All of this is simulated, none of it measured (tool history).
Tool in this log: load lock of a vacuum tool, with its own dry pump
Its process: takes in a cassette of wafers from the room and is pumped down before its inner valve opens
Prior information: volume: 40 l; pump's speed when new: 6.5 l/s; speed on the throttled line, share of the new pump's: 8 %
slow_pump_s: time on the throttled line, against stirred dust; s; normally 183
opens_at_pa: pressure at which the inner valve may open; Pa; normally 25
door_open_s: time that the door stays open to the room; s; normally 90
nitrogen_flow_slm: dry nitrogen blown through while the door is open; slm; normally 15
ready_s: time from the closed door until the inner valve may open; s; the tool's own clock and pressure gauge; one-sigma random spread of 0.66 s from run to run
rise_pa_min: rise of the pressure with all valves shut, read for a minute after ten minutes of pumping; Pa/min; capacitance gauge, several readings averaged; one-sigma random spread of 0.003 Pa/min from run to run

| run | hour | slow_pump_s | opens_at_pa | door_open_s | nitrogen_flow_slm | incoming humidity of the room's air, % | ready_s | rise_pa_min |
|---|---|---|---|---|---|---|---|---|
| 1 | 0.0 | 183 | 25 | 90 | 15 | 40.2 | 220.9 | 0.130 |
| 2 | 124.1 | 183 | 25 | 90 | 15 | 45.1 | 220.9 | 0.133 |
| 3 | 211.6 | 183 | 25 | 90 | 15 | 47.7 | 221.4 | 0.135 |
| 4 | 314.6 | 183 | 25 | 90 | 15 | 41.3 | 220.4 | 0.140 |
| 5 | 486.6 | 291 | 25 | 90 | 15 | 41.4 | 322.3 | 0.144 |
| 6 | 594.7 | 183 | 25 | 90 | 15 | 46.4 | 222.2 | 0.146 |
| 7 | 674.8 | 183 | 25 | 38 | 15 | 44.2 | 223.0 | 0.133 |
| 8 | 802.2 | 170 | 33 | 139 | 8 | 45.8 | 208.8 | 0.183 |

Run 9, settings as shown, results not yet in. Your forecast:
| 9 | 901.9 | 163 | 43 | 90 | 8 | 43.1 | ? | ? |

{"run 9": {"ready_s": 200.8, "rise_pa_min": 0.169}}
Without the tool's hidden state the same run would have given ready_s 197.8 s, rise_pa_min 0.042 Pa/min.
